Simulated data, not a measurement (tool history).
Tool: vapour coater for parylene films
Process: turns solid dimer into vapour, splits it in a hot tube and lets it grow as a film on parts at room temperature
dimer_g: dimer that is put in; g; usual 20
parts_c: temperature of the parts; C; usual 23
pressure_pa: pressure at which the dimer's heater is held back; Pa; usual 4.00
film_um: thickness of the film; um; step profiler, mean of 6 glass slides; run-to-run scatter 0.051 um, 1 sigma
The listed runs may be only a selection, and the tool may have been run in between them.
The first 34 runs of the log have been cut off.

run,hour,dimer_g,parts_c,pressure_pa,film_um
35,1111.4,16,21,10.90,6.23
36,1139.8,16,21,10.90,6.14
# hour 1165.1: trap's valve overhauled
37,1185.4,9,21,4.00,4.15
38,1217.3,14,27,8.15,4.55
39,1243.3,20,23,5.71,8.20
40,1267.3,9,23,2.43,4.06
41,1312.7,33,18,3.77,17.69
42,1347.6,33,18,2.19,18.96
43,1375.1,33,18,11.45,15.51
44,1405.6,20,23,9.06,7.60
45,1446.0,10,23,3.75,4.27
46,1481.0,21,23,2.24,9.28

Alternative continuations, all from the tool just after run 46; predict every row:
A,1499.3,22,19,4.00,?
B,1499.3,10,20,11.07,?
C,1499.3,21,21,2.09,?

run,film_um
A,11.18
B,4.32
C,10.45
Stripped of hidden state, with their random variation kept, the same runs would have yielded:
run,film_um
A,11.13
B,4.30
C,10.40
